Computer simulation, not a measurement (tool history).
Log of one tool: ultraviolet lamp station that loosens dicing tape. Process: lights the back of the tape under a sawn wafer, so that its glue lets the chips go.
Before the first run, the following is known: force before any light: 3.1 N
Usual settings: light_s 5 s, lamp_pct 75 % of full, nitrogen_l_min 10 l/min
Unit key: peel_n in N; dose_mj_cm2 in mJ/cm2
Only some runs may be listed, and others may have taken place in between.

{"run": 1, "day": 0.0, "light_s": 5, "lamp_pct": 75, "nitrogen_l_min": 10, "peel_n": 0.382, "dose_mj_cm2": 440}
{"run": 2, "day": 0.521, "light_s": 5, "lamp_pct": 75, "nitrogen_l_min": 10, "peel_n": 0.386, "dose_mj_cm2": 432}
{"run": 3, "day": 0.796, "light_s": 5, "lamp_pct": 75, "nitrogen_l_min": 10, "peel_n": 0.399, "dose_mj_cm2": 429}
{"run": 4, "day": 1.067, "light_s": 5, "lamp_pct": 75, "nitrogen_l_min": 10, "peel_n": 0.39, "dose_mj_cm2": 430}
{"run": 5, "day": 1.525, "light_s": 5, "lamp_pct": 75, "nitrogen_l_min": 10, "peel_n": 0.395, "dose_mj_cm2": 432}
{"run": 6, "day": 1.988, "light_s": 5, "lamp_pct": 75, "nitrogen_l_min": 10, "peel_n": 0.402, "dose_mj_cm2": 426}
{"run": 7, "day": 2.262, "light_s": 5, "lamp_pct": 75, "nitrogen_l_min": 10, "peel_n": 0.406, "dose_mj_cm2": 431}
{"run": 8, "day": 2.671, "light_s": 5, "lamp_pct": 75, "nitrogen_l_min": 9, "peel_n": 0.435, "dose_mj_cm2": 422}
{"run": 9, "day": 3.1, "light_s": 5, "lamp_pct": 75, "nitrogen_l_min": 9, "peel_n": 0.444, "dose_mj_cm2": 420}
{"run": 10, "day": 3.383, "light_s": 5, "lamp_pct": 62, "nitrogen_l_min": 10, "peel_n": 0.569, "dose_mj_cm2": 347}
{"run": 11, "day": 3.754, "light_s": 5, "lamp_pct": 62, "nitrogen_l_min": 10, "peel_n": 0.555, "dose_mj_cm2": 352}
{"run": 12, "day": 4.188, "light_s": 5, "lamp_pct": 75, "nitrogen_l_min": 20, "peel_n": 0.272, "dose_mj_cm2": 419}
{"run": 13, "day": 4.742, "light_s": 5, "lamp_pct": 75, "nitrogen_l_min": 20, "peel_n": 0.272, "dose_mj_cm2": 415}
{"run": 14, "day": 5.225, "light_s": 5, "lamp_pct": 75, "nitrogen_l_min": 20, "peel_n": 0.279, "dose_mj_cm2": 412}
{"run": 15, "day": 5.85, "light_s": 5, "lamp_pct": 75, "nitrogen_l_min": 10, "peel_n": 0.427, "dose_mj_cm2": 411}
{"run": 16, "day": 6.279, "light_s": 5, "lamp_pct": 75, "nitrogen_l_min": 10, "peel_n": 0.436, "dose_mj_cm2": 412}
{"run": 17, "day": 6.758, "light_s": 5, "lamp_pct": 75, "nitrogen_l_min": 10, "peel_n": 0.418, "dose_mj_cm2": 409}
{"run": 18, "day": 7.096, "light_s": 5, "lamp_pct": 75, "nitrogen_l_min": 10, "peel_n": 0.439, "dose_mj_cm2": 406}
{"run": 19, "day": 7.708, "light_s": 5, "lamp_pct": 87, "nitrogen_l_min": 10, "peel_n": 0.338, "dose_mj_cm2": 471}
{"run": 20, "day": 8.162, "light_s": 5, "lamp_pct": 87, "nitrogen_l_min": 7, "peel_n": 0.437, "dose_mj_cm2": 471}
{"run": 21, "day": 8.783, "light_s": 5, "lamp_pct": 87, "nitrogen_l_min": 3, "peel_n": 0.754, "dose_mj_cm2": 471}
{"run": 22, "day": 9.379, "light_s": 7, "lamp_pct": 97, "nitrogen_l_min": 4, "peel_n": 0.306, "dose_mj_cm2": 717}
{"run": 23, "day": 9.912, "light_s": 2, "lamp_pct": 94, "nitrogen_l_min": 4, "peel_n": 1.547, "dose_mj_cm2": 197}
{"run": 24, "day": 10.492, "light_s": 6, "lamp_pct": 88, "nitrogen_l_min": 11, "peel_n": 0.244, "dose_mj_cm2": 559}
{"run": 25, "day": 10.875, "light_s": 6, "lamp_pct": 99, "nitrogen_l_min": 3, "peel_n": 0.507, "dose_mj_cm2": 624}
{"run": 26, "day": 11.283, "light_s": 3, "lamp_pct": 65, "nitrogen_l_min": 5, "peel_n": 1.445, "dose_mj_cm2": 206}
{"run": 27, "day": 11.667, "light_s": 5, "lamp_pct": 81, "nitrogen_l_min": 3, "peel_n": 0.861, "dose_mj_cm2": 422}
{"run": 28, "day": 12.292, "light_s": 2, "lamp_pct": 94, "nitrogen_l_min": 6, "peel_n": 1.337, "dose_mj_cm2": 199}
{"run": 29, "day": 12.95, "light_s": 9, "lamp_pct": 82, "nitrogen_l_min": 11, "peel_n": 0.141, "dose_mj_cm2": 767}
{"run": 30, "day": 13.496, "light_s": 9, "lamp_pct": 82, "nitrogen_l_min": 11, "peel_n": 0.145, "dose_mj_cm2": 759}
{"run": 31, "day": 13.888, "light_s": 5, "lamp_pct": 75, "nitrogen_l_min": 8, "peel_n": 0.566, "dose_mj_cm2": 389}
{"run": 32, "day": 14.312, "light_s": 7, "lamp_pct": 75, "nitrogen_l_min": 19, "peel_n": 0.184, "dose_mj_cm2": 532}
{"run": 33, "day": 14.958, "light_s": 4, "lamp_pct": 67, "nitrogen_l_min": 10, "peel_n": 0.794, "dose_mj_cm2": 266}
{"run": 34, "day": 15.442, "light_s": 4, "lamp_pct": 67, "nitrogen_l_min": 10, "peel_n": 0.802, "dose_mj_cm2": 273}
{"run": 35, "day": 15.833, "light_s": 4, "lamp_pct": 67, "nitrogen_l_min": 10, "peel_n": 0.828, "dose_mj_cm2": 271}
{"run": 36, "day": 16.35, "light_s": 3, "lamp_pct": 88, "nitrogen_l_min": 4, "peel_n": 1.232, "dose_mj_cm2": 270}
{"run": 37, "day": 16.742, "light_s": 7, "lamp_pct": 88, "nitrogen_l_min": 4, "peel_n": 0.407, "dose_mj_cm2": 619}
{"run": 38, "day": 17.179, "light_s": 7, "lamp_pct": 88, "nitrogen_l_min": 4, "peel_n": 0.422, "dose_mj_cm2": 608}
{"run": 39, "day": 17.642, "light_s": 7, "lamp_pct": 88, "nitrogen_l_min": 4, "peel_n": 0.404, "dose_mj_cm2": 617}
{"run": 40, "day": 18.271, "light_s": 5, "lamp_pct": 84, "nitrogen_l_min": 16, "peel_n": 0.315, "dose_mj_cm2": 415}
{"run": 41, "day": 18.7, "light_s": 5, "lamp_pct": 98, "nitrogen_l_min": 19, "peel_n": 0.209, "dose_mj_cm2": 481}
{"run": 42, "day": 19.225, "light_s": 2, "lamp_pct": 99, "nitrogen_l_min": 19, "peel_n": 0.941, "dose_mj_cm2": 195}

Each row is a separate what-if for the run after 42, all from the same tool condition, not one after another. Results?
{"run": "A", "day": 19.554, "light_s": 8, "lamp_pct": 89, "nitrogen_l_min": 5, "peel_n": "?", "dose_mj_cm2": "?"}
{"run": "B", "day": 19.554, "light_s": 6, "lamp_pct": 99, "nitrogen_l_min": 5, "peel_n": "?", "dose_mj_cm2": "?"}
{"run": "C", "day": 19.554, "light_s": 7, "lamp_pct": 99, "nitrogen_l_min": 4, "peel_n": "?", "dose_mj_cm2": "?"}

run=A peel_n=0.286 dose_mj_cm2=691
run=B peel_n=0.397 dose_mj_cm2=582
run=C peel_n=0.365 dose_mj_cm2=674
Without the tool's hidden state the same runs would have given:
run=A peel_n=0.187 dose_mj_cm2=886
run=B peel_n=0.254 dose_mj_cm2=747
run=C peel_n=0.237 dose_mj_cm2=864
